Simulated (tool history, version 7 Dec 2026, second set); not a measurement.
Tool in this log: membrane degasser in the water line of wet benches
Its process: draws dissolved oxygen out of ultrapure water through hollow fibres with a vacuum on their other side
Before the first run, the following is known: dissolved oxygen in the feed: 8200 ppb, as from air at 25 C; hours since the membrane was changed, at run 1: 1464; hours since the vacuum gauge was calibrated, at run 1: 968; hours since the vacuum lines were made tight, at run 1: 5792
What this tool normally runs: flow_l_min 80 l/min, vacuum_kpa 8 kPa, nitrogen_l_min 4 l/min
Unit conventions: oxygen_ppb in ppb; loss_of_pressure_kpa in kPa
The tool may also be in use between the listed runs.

run	day	flow_l_min	vacuum_kpa	nitrogen_l_min	hours since the membrane was changed	hours since the vacuum gauge was calibrated	hours since the vacuum lines were made tight	oxygen_ppb	loss_of_pressure_kpa
1	0	80	8	4	1464	968	5792	282.4	30.62
2	5.625	80	8	4	1599	1103	5927	288.9	30.54
3	13.262	80	8	4	1782	1287	6110	286.4	30.33
4	20.133	80	8	4	1947	1452	6275	287.8	30.79
5	27.179	80	8	4	2116	1621	6444	289	30.76
6	35.279	49	8	4	2311	1815	6638	150.5	18.67
7	41.142	49	8	4	2451	1956	6779	152.4	18.81
8	48.388	49	8	4	2625	2130	6953	155.6	18.89
9	56.429	49	8	4	2818	2323	7146	148.9	18.65
10	63.825	58	8	4	2996	2500	7323	188.6	22.11
11	67.996	58	8	4	3096	2600	7423	185.6	22.33
# day 70.938: seals of the vacuum lines changed
12	75.112	58	8	4	3265	2769	100	183.1	22.45
13	79.862	115	8	4	3379	2883	214	509.2	44.24
14	88.717	112	8	4	3591	3096	427	500.2	43.26
15	94.133	112	8	4	3721	3226	557	491	43.31
16	98.242	112	8	4	3820	3324	655	501.1	42.97
17	104.4	107	7.23	2.9	3967	3472	803	498.7	41.39
18	109.242	80	11.11	8.1	4084	3588	919	261.8	31.15
# day 109.925: vacuum gauge calibrated
19	115.45	80	11.11	8.1	4232	133	1068	267.4	31.19
20	122.475	80	11.11	8.1	4401	301	1236	274.7	31.37
21	127.9	80	11.11	8.1	4531	431	1367	270.3	31.28
22	133.317	76	4.96	8.93	4661	561	1497	112.1	29.96
23	139.962	66	4.96	4.9	4820	721	1656	109.5	25.72
24	145.8	94	13.43	4	4961	861	1796	637.6	36.67
25	154.942	56	13.43	4	5180	1080	2016	349.6	21.72
26	161.304	75	7.96	2.21	5333	1233	2168	421.4	29.42
# day 164.183: vacuum gauge calibrated, once more
27	166.875	65	7.84	5.66	5466	65	2301	162.9	25.54
28	173.629	95	13.48	4	5628	227	2464	626.5	37.37
29	180.429	85	13.03	11.07	5791	390	2627	275.8	33.31
30	184.688	80	5.92	4	5893	492	2729	202.5	31.52
31	191.771	65	8	11.94	6063	662	2899	102.6	25.71

For some of the steps in oxygen_ppb from one run to the next: how much would appear even if the tool had no hidden state, given the settings, what came in and random variation, and how much remains for the hidden state plus any gauge scatter that the measured result and the result without hidden state don't share?
Unlogged tool condition in this case: membrane still open, %; true pressure behind the membrane over the reading, kPa; air that leaks in behind the membrane, l/min; drift of the gauge itself on oxygen_ppb, %; drift of the gauge itself on loss_of_pressure_kpa, %.
Run 17 -> 18: flow_l_min 107 -> 80, vacuum_kpa 7.23 -> 11.11, nitrogen_l_min 2.9 -> 8.1. oxygen_ppb -236.9 ppb: hidden state -21.7, all else -215.2.
Run 23 -> 24: flow_l_min 66 -> 94, vacuum_kpa 4.96 -> 13.43, nitrogen_l_min 4.9 -> 4. oxygen_ppb +528.1 ppb: hidden state +15.3, all else +512.8.
Run 25 -> 26: flow_l_min 56 -> 75, vacuum_kpa 13.43 -> 7.96, nitrogen_l_min 4 -> 2.21. oxygen_ppb +71.8 ppb: hidden state +24.1, all else +47.7.
Run 26 -> 27: flow_l_min 75 -> 65, vacuum_kpa 7.96 -> 7.84, nitrogen_l_min 2.21 -> 5.66, vacuum gauge calibrated, once more. oxygen_ppb -258.5 ppb: hidden state -34.5, all else -224.
Run 27 -> 28: flow_l_min 65 -> 95, vacuum_kpa 7.84 -> 13.48, nitrogen_l_min 5.66 -> 4. oxygen_ppb +463.6 ppb: hidden state +12, all else +451.6.
Run 28 -> 29: flow_l_min 95 -> 85, vacuum_kpa 13.48 -> 13.03, nitrogen_l_min 4 -> 11.07. oxygen_ppb -350.7 ppb: hidden state -4, all else -346.7.

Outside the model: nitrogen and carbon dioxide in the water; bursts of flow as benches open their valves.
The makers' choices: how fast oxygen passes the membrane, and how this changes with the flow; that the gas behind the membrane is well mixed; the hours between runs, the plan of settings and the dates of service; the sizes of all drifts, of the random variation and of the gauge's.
